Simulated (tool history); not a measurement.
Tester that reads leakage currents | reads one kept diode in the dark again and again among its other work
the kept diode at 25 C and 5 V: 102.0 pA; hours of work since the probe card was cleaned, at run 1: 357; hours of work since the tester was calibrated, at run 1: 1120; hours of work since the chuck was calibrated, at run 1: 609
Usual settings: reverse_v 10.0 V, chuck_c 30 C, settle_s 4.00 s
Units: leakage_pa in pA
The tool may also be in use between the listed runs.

run,hour,reverse_v,chuck_c,settle_s,hours of work since the probe card was cleaned,hours of work since the tester was calibrated,hours of work since the chuck was calibrated,leakage_pa
1,0.0,10.0,30,4.00,357,1120,609,189.74
2,108.1,10.0,30,4.00,434,1197,686,189.18
3,192.1,10.0,30,4.00,493,1257,745,188.99
4,302.5,10.0,30,4.00,572,1335,824,188.39
5,407.7,10.0,30,4.00,646,1410,898,189.11
6,485.2,10.0,36,4.00,701,1465,954,303.93
7,594.7,10.0,36,4.00,779,1542,1031,301.44
8,705.3,10.0,23,4.00,858,1621,1110,107.46
9,759.4,10.0,23,4.00,896,1659,1148,106.82
10,827.2,10.0,23,4.00,944,1708,1196,107.37
11,892.3,10.0,23,4.00,991,1754,1243,107.19
12,955.9,10.0,47,4.00,1036,1799,1288,693.26
13,1042.4,10.0,47,4.00,1097,1860,1349,691.54
14,1149.5,3.0,30,4.00,1173,1936,1425,118.19
15,1204.4,10.0,30,4.00,1212,1975,1464,184.71
16,1303.7,10.0,30,4.00,1283,2046,1535,185.30
# hour 1328.2: probe card cleaned and baked
17,1383.6,10.0,30,4.00,39,2101,1589,167.90
18,1443.2,10.0,30,4.00,82,2143,1632,168.50
19,1508.4,10.0,30,4.00,128,2189,1678,168.30
20,1580.7,10.0,30,4.00,179,2241,1729,168.05
21,1626.6,8.3,30,1.75,212,2273,1762,156.14
22,1694.4,8.3,30,6.45,260,2321,1810,157.27
23,1757.7,8.3,30,0.52,305,2366,1855,156.94
# hour 1768.8: chuck's temperature calibrated
24,1844.6,8.3,30,0.52,365,2426,54,193.08
25,1937.5,7.5,56,4.00,431,2493,120,1356.65
26,2026.7,7.5,23,4.00,495,2556,183,103.15
27,2102.1,10.0,32,5.55,548,2609,237,239.57
28,2183.0,10.0,32,5.55,606,2667,294,238.06
29,2262.6,10.0,30,1.04,662,2723,351,202.70
30,2315.9,10.0,55,2.16,700,2761,389,1370.18
31,2387.4,10.0,55,2.16,751,2812,439,1366.88
32,2467.4,1.7,53,0.34,808,2869,496,641.45
33,2532.9,1.7,28,6.89,854,2915,543,90.17
34,2610.1,1.7,28,6.89,909,2970,597,89.54
35,2677.2,1.7,28,6.89,957,3018,645,89.76
36,2766.5,16.1,40,0.33,1020,3081,708,521.55
37,2874.2,16.1,59,0.33,1096,3158,785,2095.08
38,2974.0,3.4,35,0.56,1167,3229,856,199.51
# hour 3019.8: tester calibrated
39,3037.2,2.4,33,4.45,1211,12,899,146.22

The same runs without the tool's hidden state, with the same run-to-run variation:
The hidden state here: stray current of the dirty probe card, pA a volt; current scale over the true one, %; true chuck temperature over the reading, C; drift of the gauge itself on leakage_pa, %.
run,leakage_pa
1,197.96
2,197.90
3,198.00
4,197.93
5,199.22
6,325.42
7,323.98
8,109.17
9,108.34
10,108.77
11,108.50
12,767.60
13,768.54
14,132.11
15,197.29
16,198.23
17,197.74
18,198.81
19,198.70
20,198.57
21,185.01
22,186.64
23,186.26
24,187.03
25,1344.47
26,98.58
27,234.10
28,233.07
29,197.55
30,1383.79
31,1385.19
32,656.41
33,91.70
34,91.41
35,91.96
36,524.87
37,2174.73
38,207.72
39,157.05

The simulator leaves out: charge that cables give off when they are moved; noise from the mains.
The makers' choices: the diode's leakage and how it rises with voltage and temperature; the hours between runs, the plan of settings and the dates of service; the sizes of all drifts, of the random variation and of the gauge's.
